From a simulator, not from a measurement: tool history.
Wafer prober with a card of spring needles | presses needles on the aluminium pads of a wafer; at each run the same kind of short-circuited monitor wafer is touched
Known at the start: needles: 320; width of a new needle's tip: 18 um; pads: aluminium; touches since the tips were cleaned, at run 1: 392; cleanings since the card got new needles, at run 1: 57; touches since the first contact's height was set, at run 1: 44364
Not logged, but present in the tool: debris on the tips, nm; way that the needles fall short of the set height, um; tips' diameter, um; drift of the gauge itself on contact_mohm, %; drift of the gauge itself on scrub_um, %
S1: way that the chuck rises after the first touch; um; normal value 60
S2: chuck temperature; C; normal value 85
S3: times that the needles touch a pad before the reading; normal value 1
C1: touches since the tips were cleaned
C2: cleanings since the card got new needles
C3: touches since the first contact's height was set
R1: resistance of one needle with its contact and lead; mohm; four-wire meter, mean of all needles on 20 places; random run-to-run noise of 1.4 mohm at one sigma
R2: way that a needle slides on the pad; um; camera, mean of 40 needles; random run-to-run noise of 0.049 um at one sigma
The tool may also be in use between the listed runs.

run	hour	S1	S2	S3	C1	C2	C3	R1	R2
1	0.0	60	85	1	392	57	44364	161	7.60
# hour 8.7: tips cleaned on abrasive film
2	12.4	60	85	1	1214	58	48425	216	7.59
# hour 17.8: tips cleaned on abrasive film
3	25.5	60	85	1	2566	59	52712	280	7.60
# hour 27.1: tips cleaned on abrasive film
# hour 36.1: tips cleaned on abrasive film
4	42.6	60	64	1	2147	61	58281	259	7.56
# hour 46.0: tips cleaned on abrasive film
# hour 55.3: tips cleaned on abrasive film
5	61.3	60	64	1	1972	63	64354	268	7.51
# hour 64.7: tips cleaned on abrasive film
# hour 73.9: tips cleaned on abrasive film
6	76.4	60	64	1	829	65	69275	184	7.52
# hour 83.4: tips cleaned on abrasive film
7	90.2	60	64	1	2248	66	73785	277	7.52
# hour 93.6: tips cleaned on abrasive film
# hour 103.3: tips cleaned on abrasive film
8	103.3	49	64	1	0	68	78014	146	6.13
# hour 113.7: tips cleaned on abrasive film
# hour 123.4: tips cleaned on abrasive film
9	125.8	60	69	1	771	70	85361	183	7.50
# hour 133.7: tips cleaned on abrasive film
10	135.4	60	73	1	544	71	88488	176	7.53
# hour 142.7: tips cleaned on abrasive film
11	146.4	60	73	1	1224	72	92110	208	7.48
# hour 152.6: tips cleaned on abrasive film
12	157.3	60	73	1	1550	73	95669	235	7.49
# hour 162.8: tips cleaned on abrasive film
13	168.9	69	85	1	2003	74	99447	232	8.61
# hour 172.4: tips cleaned on abrasive film
# hour 181.6: tips cleaned on abrasive film
14	181.6	60	85	1	0	76	103573	133	7.39
# hour 192.4: tips cleaned on abrasive film
15	194.5	60	85	1	677	77	107772	182	7.48

Run 16 comes next. What will it give?
# hour 201.6: tips cleaned on abrasive film
# hour 211.3: tips cleaned on abrasive film
16	217.2	60	77	2	1953	79	115182	?	?

{"run 16": {"R1": 205, "R2": 7.42}}
Take away the tool's hidden state, keep the run-to-run variation as it was, and the same run would have given R1 118 mohm, R2 7.67 um.

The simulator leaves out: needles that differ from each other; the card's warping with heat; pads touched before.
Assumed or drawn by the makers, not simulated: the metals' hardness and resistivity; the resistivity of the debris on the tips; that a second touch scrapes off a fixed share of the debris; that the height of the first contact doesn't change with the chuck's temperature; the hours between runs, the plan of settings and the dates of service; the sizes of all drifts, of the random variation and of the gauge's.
